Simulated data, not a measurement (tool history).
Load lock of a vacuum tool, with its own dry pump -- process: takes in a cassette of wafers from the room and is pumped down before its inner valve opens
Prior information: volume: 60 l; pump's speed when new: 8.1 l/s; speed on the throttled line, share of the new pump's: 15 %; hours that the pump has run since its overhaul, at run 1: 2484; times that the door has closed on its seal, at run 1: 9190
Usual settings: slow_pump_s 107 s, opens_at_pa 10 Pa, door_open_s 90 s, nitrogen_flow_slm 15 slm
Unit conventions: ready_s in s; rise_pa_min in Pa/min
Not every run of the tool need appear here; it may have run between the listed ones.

| run | hour | slow_pump_s | opens_at_pa | door_open_s | nitrogen_flow_slm | hours that the pump has run since its overhaul | times that the door has closed on its seal | incoming humidity of the room's air, % | ready_s | rise_pa_min |
|---|---|---|---|---|---|---|---|---|---|---|
| 1 | 0 | 107 | 10 | 90 | 15 | 2484 | 9190 | 48.5 | 160.4 | 0.111 |
| 2 | 214.5 | 107 | 10 | 90 | 15 | 2699 | 9577 | 45.9 | 161.4 | 0.113 |
| 3 | 403.7 | 107 | 10 | 90 | 15 | 2888 | 9918 | 45.7 | 161.6 | 0.118 |
| 4 | 531.7 | 107 | 10 | 90 | 15 | 3016 | 10149 | 46.3 | 164.2 | 0.12 |
| 5 | 659.9 | 107 | 10 | 90 | 15 | 3144 | 10380 | 42.4 | 161.1 | 0.112 |
| 6 | 760.1 | 107 | 10 | 90 | 15 | 3244 | 10561 | 42.1 | 162 | 0.122 |
| 7 | 929.4 | 107 | 10 | 90 | 15 | 3413 | 10866 | 46.2 | 164 | 0.125 |
| 8 | 1135.4 | 107 | 10 | 90 | 15 | 3619 | 11237 | 43.5 | 163.3 | 0.124 |
| 9 | 1266.1 | 107 | 10 | 90 | 39 | 3750 | 11473 | 43.2 | 162.5 | 0.101 |
| 10 | 1479.7 | 87 | 9 | 202 | 6 | 3964 | 11859 | 42.8 | 145.3 | 0.185 |
| 11 | 1635.7 | 180 | 9 | 29 | 6 | 4120 | 12140 | 48 | 224.6 | 0.122 |
| 12 | 1772.6 | 110 | 10 | 90 | 15 | 4257 | 12387 | 44.2 | 166.8 | 0.139 |
| 13 | 1989.9 | 110 | 10 | 90 | 15 | 4474 | 12779 | 47.7 | 165.6 | 0.144 |
| 14 | 2140.6 | 107 | 8 | 90 | 15 | 4625 | 13051 | 42.5 | 164.7 | 0.142 |
| 15 | 2362.1 | 107 | 10 | 90 | 38 | 4846 | 13450 | 45.3 | 162.7 | 0.125 |
| 16 | 2495.7 | 142 | 10 | 189 | 15 | 4980 | 13691 | 45.3 | 191.4 | 0.17 |
| 17 | 2676.2 | 142 | 9 | 53 | 8 | 5160 | 14017 | 44.1 | 193.2 | 0.148 |
| 18 | 2802.9 | 170 | 15 | 90 | 15 | 5287 | 14245 | 42 | 212.3 | 0.154 |

Each row is a separate what-if for the run after 18, all from the same tool condition, not one after another. Results?
| A | 2981.9 | 144 | 15 | 37 | 19 | 5466 | 14568 | 46.1 | ? | ? |
| B | 2981.9 | 169 | 8 | 116 | 15 | 5466 | 14568 | 43.8 | ? | ? |
| C | 2981.9 | 107 | 10 | 90 | 5 | 5466 | 14568 | 44.9 | ? | ? |
| D | 2981.9 | 170 | 15 | 109 | 15 | 5466 | 14568 | 44.6 | ? | ? |

| run | ready_s | rise_pa_min |
|---|---|---|
| A | 191.6 | 0.138 |
| B | 214.5 | 0.165 |
| C | 165 | 0.187 |
| D | 211.9 | 0.163 |
Without the tool's hidden state the same runs would have given:
| run | ready_s | rise_pa_min |
|---|---|---|
| A | 187.6 | 0.034 |
| B | 210.4 | 0.062 |
| C | 160.3 | 0.081 |
| D | 208.3 | 0.058 |
